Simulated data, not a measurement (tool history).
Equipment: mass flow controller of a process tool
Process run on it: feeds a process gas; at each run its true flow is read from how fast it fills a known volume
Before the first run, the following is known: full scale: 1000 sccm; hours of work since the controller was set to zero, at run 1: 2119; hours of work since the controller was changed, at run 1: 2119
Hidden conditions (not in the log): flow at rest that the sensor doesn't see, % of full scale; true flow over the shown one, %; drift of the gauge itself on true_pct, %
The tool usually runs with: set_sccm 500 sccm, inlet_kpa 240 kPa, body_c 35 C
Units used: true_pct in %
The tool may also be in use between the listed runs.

| run | hour | set_sccm | inlet_kpa | body_c | hours of work since the controller was set to zero | hours of work since the controller was changed | true_pct |
|---|---|---|---|---|---|---|---|
| 1 | 0 | 500 | 240 | 35 | 2119 | 2119 | 99.73 |
| 2 | 143.2 | 500 | 176 | 35 | 2167 | 2167 | 99.38 |
| 3 | 233.5 | 500 | 176 | 35 | 2197 | 2197 | 99.31 |
| 4 | 334.9 | 500 | 176 | 35 | 2231 | 2231 | 99.51 |
| 5 | 475.7 | 500 | 240 | 36 | 2277 | 2277 | 99.79 |
| 6 | 556.1 | 500 | 240 | 36 | 2304 | 2304 | 99.8 |
| 7 | 645.7 | 500 | 240 | 36 | 2334 | 2334 | 99.86 |
| 8 | 786.5 | 500 | 240 | 36 | 2381 | 2381 | 99.79 |
| 9 | 867.1 | 500 | 240 | 35 | 2408 | 2408 | 99.85 |
| 10 | 991.4 | 500 | 240 | 35 | 2449 | 2449 | 99.89 |
| 11 | 1172.7 | 500 | 240 | 35 | 2509 | 2509 | 99.88 |
| 12 | 1268.2 | 494 | 240 | 35 | 2541 | 2541 | 99.84 |
| 13 | 1349.3 | 494 | 240 | 35 | 2568 | 2568 | 99.85 |
| 14 | 1513.1 | 354 | 238 | 35 | 2623 | 2623 | 100.07 |
| 15 | 1620.8 | 179 | 212 | 35 | 2658 | 2658 | 101.05 |
| 16 | 1743.2 | 179 | 212 | 35 | 2699 | 2699 | 101.09 |
| 17 | 1901.5 | 179 | 212 | 35 | 2752 | 2752 | 101.01 |
| 18 | 2066.6 | 100 | 149 | 23 | 2807 | 2807 | 102.73 |
| 19 | 2231.6 | 237 | 149 | 26 | 2862 | 2862 | 100.26 |
| 20 | 2332.3 | 500 | 167 | 24 | 2895 | 2895 | 99.61 |
| 21 | 2509.6 | 500 | 167 | 24 | 2954 | 2954 | 99.66 |
| 22 | 2684.6 | 500 | 167 | 24 | 3012 | 3012 | 99.7 |
| 23 | 2807.2 | 334 | 240 | 24 | 3053 | 3053 | 100.53 |

Forecast each of these 3 alternatives for the next run:
| A | 2881.9 | 215 | 240 | 24 | 3078 | 3078 | ? |
| B | 2881.9 | 500 | 160 | 39 | 3078 | 3078 | ? |
| C | 2881.9 | 334 | 163 | 24 | 3078 | 3078 | ? |

| run | true_pct |
|---|---|
| A | 101.18 |
| B | 99.3 |
| C | 99.97 |
Without the tool's hidden state the same runs would have given:
| run | true_pct |
|---|---|
| A | 99.79 |
| B | 99.15 |
| C | 99.36 |
